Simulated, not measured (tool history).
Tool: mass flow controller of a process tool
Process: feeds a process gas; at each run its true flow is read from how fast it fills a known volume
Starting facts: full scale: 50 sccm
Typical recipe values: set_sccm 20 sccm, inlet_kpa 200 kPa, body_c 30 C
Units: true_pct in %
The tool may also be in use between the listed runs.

run,hour,set_sccm,inlet_kpa,body_c,true_pct
1,0,20,200,30,99.3
2,60.9,20,200,30,99.33
3,156.5,20,200,21,98.43
4,216.5,20,200,21,98.32
5,293.8,20,200,21,98.46
6,389.8,20,200,21,98.45
7,466.7,20,200,21,98.24
8,597.6,20,170,30,99.16
9,712.3,27,200,30,99.59
10,784.8,27,200,30,99.69
11,863.6,20,200,30,99.21
12,980.8,20,200,30,99.27
13,1096.3,20,200,30,99.18
14,1179.2,20,198,30,99.11
15,1245.3,20,198,30,99.17
16,1313,20,198,30,99.21
17,1397.3,20,198,30,99.27
18,1456.3,20,198,30,99.21
19,1521.8,20,198,30,99.21
20,1611.1,20,198,30,99.26
21,1728.2,20,200,26,98.89
22,1785.1,20,200,26,98.91
23,1857.2,20,200,26,98.86
24,1964.3,20,200,26,98.77
25,2069.8,20,200,26,98.89
26,2151.5,20,208,31,99.34
27,2250.5,38,208,31,100.23
28,2355.4,38,208,31,100.3
29,2438.5,38,267,23,99.69
30,2534.8,15,166,23,97.92
31,2622,15,166,23,98.06
32,2701.9,6,250,29,96.84
33,2828.2,10,200,30,98.21
34,2954.2,10,200,30,97.99
35,3055.9,10,200,30,98.01

Forecast run 36:
36,3179.7,8,200,24,?

Run 36 came out at true_pct 96.97 %.
If the tool had no hidden condition, the same run with the same run-to-run variation would have returned true_pct 98.74 %.

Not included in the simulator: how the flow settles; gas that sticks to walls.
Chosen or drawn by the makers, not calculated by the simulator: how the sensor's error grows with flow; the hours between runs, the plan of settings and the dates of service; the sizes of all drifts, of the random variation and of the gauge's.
